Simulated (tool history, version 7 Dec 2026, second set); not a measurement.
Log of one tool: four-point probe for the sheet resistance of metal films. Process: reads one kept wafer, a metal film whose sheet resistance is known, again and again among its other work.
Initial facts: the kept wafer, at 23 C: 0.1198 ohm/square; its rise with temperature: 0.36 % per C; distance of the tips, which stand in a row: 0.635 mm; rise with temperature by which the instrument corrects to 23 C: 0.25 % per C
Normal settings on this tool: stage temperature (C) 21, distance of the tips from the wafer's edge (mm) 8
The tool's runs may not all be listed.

run	hour	stage temperature (C)	distance of the tips from the wafer's edge (mm)	sheet resistance as the instrument gives it (ohm/square)
1	0	21	8	0.119057
2	65.8	21	9	0.118938
3	116	21	8	0.119032
4	162.5	21	8	0.119029
5	207.2	21	8	0.119035
6	251.1	21	21	0.118685
7	294.2	21	8	0.119003
8	336.8	21	8	0.119049
9	400.9	21	8	0.118978
10	462.5	27	8	0.119756
11	508.9	21	30	0.118642
12	546.3	21	34	0.118603
13	581.9	21	34	0.118588
14	638.4	21	34	0.118655
15	703.2	21	8	0.118975
16	744.2	21	6	0.11927
17	782.2	21	6	0.119261
18	832	21	8	0.118962
19	891.9	21	8	0.118946
20	935.9	21	8	0.118962
21	969.4	21	8	0.118936
22	1011.8	33	8	0.120474
23	1069	33	8	0.120475
24	1126.5	21	22	0.118623
25	1160.3	23	57	0.11876
26	1212.1	33	5	0.121058
27	1269.1	33	5	0.121045

Run 28 comes next. What will it give?
28	1321.8	21	34	?

sheet resistance as the instrument gives it (ohm/square): 0.118532
With the hidden condition absent and the run-to-run variation left alone, this run would have shown sheet resistance as the instrument gives it (ohm/square) 0.119551.
